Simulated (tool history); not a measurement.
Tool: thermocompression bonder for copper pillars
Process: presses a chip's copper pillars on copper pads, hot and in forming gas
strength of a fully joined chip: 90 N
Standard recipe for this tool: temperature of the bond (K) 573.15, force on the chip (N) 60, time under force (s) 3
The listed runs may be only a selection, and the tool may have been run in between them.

run     day  temperature of the bond (K)  force on the chip (N)  time under force (s)  force that shears a chip off (N)
  1   0.000                       573.15                     60                     3                              44.4
  2   1.154                       573.15                     60                     3                              44.2
  3   1.896                       573.15                     60                     3                              43.8
  4   3.275                       573.15                     75                     3                              50.0
  5   4.542                       573.15                     60                     3                              43.8
  6   6.008                       573.15                     60                     3                              44.3
  7   6.933                       573.15                     60                     3                              43.8
  8   8.196                       573.15                     60                     3                              43.8
  9   9.142                       573.15                     60                     3                              43.1
 10  10.138                       573.15                     60                     3                              43.6
 11  11.058                       573.15                     60                     3                              42.4
 12  11.733                       573.15                     60                     3                              42.7
     12.429  -- force cell calibrated
 13  12.629                       573.15                     60                     3                              41.8
 14  14.217                       573.15                     60                     4                              45.3
 15  15.308                       573.15                     60                     4                              45.8
     15.842  -- forming gas filter changed
 16  16.954                       573.15                     60                     4                              46.4
 17  17.758                       573.15                     60                     3                              42.5
 18  18.933                       573.15                     60                     3                              42.3
 19  19.617                       565.15                     60                     3                              37.9
 20  20.842                       577.15                     60                     3                              44.0
 21  21.604                       577.15                     60                     3                              44.3
 22  22.775                       573.15                     81                     3                              49.4
 23  24.158                       590.15                     43                     2                              36.1
 24  25.458                       569.15                     55                     5                              45.1
 25  26.704                       597.15                     59                     5                              62.6
 26  27.504                       544.15                     45                     2                              18.3
     28.217  -- heater calibrated with a thermocouple chip
 27  28.696                       579.15                     41                     3                              39.9
 28  29.812                       579.15                     41                     3                              39.2
 29  31.142                       570.15                     60                     2                              38.3
 30  31.854                       592.15                     60                     3                              56.5
 31  33.258                       567.15                     56                     3                              41.5
 32  34.850                       567.15                     56                     3                              41.2
 33  35.683                       567.15                     56                     3                              40.8
 34  37.229                       567.15                     56                     3                              40.6
 35  38.229                       564.15                     60                     2                              35.7
 36  39.642                       564.15                     60                     2                              34.9
 37  40.829                       564.15                     60                     2                              34.7
 38  41.942                       552.15                     78                     9                              57.5
 39  42.758                       581.15                     84                     2                              52.7
 40  43.938                       547.15                     60                     2                              27.3
 41  45.288                       584.15                     54                     4                              53.2

Each row is a separate what-if for the run after 41, all from the same tool condition, not one after another. Results?
  A  46.221                       584.15                     74                     4                                 ?
  B  46.221                       594.15                     71                     3                                 ?
  C  46.221                       575.15                     42                     5                                 ?

run  force that shears a chip off (N)
  A                              60.9
  B                              61.4
  C                              44.7
The same runs, with their run-to-run variation unchanged, on a tool lacking any hidden condition would have given:
run  force that shears a chip off (N)
  A                              62.5
  B                              62.9
  C                              45.9

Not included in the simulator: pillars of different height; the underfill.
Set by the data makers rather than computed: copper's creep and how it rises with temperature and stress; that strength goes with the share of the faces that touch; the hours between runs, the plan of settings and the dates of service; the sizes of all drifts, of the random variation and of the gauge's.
